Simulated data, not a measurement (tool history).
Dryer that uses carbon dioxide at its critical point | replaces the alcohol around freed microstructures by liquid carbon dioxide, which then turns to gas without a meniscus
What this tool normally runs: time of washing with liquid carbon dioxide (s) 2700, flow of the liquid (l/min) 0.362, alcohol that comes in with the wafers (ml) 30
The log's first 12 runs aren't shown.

run	day	time of washing with liquid carbon dioxide (s)	flow of the liquid (l/min)	alcohol that comes in with the wafers (ml)	hours of work since the filter was changed	hours of work since the purifier's bed was changed	alcohol left in the vessel before it's heated (ppm by volume)
13	8.775	2700	0.261	30	290	417	221
# day 9.758: inlet filter changed
14	9.854	2700	0.362	30	2	435	50
15	10.612	2700	0.442	30	15	448	27
16	11.154	2700	0.362	30	24	457	36
17	12.208	2700	0.362	30	43	476	44
18	12.904	2700	0.362	30	55	488	55
19	13.608	2700	0.362	30	67	500	54
20	14.183	1920	0.362	30	77	510	164
21	15.121	1920	0.362	30	94	527	162
22	15.600	1620	0.362	30	102	535	310
23	16.225	1860	0.274	22	113	546	377
24	17.058	2700	0.342	75	127	560	113
25	17.758	2700	0.342	75	140	573	106
26	18.429	2700	0.484	33	151	584	32
27	19.017	2700	0.484	33	162	595	44
28	20.046	3720	0.399	94	180	613	40
29	20.683	3720	0.399	94	191	624	46
30	21.208	2700	0.424	42	200	633	56
31	22.004	1740	0.327	22	214	647	327
32	22.546	1740	0.327	22	223	656	331
33	23.262	1740	0.305	23	236	669	449
34	24.233	2700	0.362	29	253	686	68
35	24.792	2700	0.362	29	262	695	72

Run 36 is up next; what results do you expect?
36	25.296	2700	0.447	30	271	704	?

Run 36 yielded alcohol left in the vessel before it's heated (ppm by volume) 39.
On a tool with no hidden condition, and with the same random variation, this run would have come out at alcohol left in the vessel before it's heated (ppm by volume) 0.

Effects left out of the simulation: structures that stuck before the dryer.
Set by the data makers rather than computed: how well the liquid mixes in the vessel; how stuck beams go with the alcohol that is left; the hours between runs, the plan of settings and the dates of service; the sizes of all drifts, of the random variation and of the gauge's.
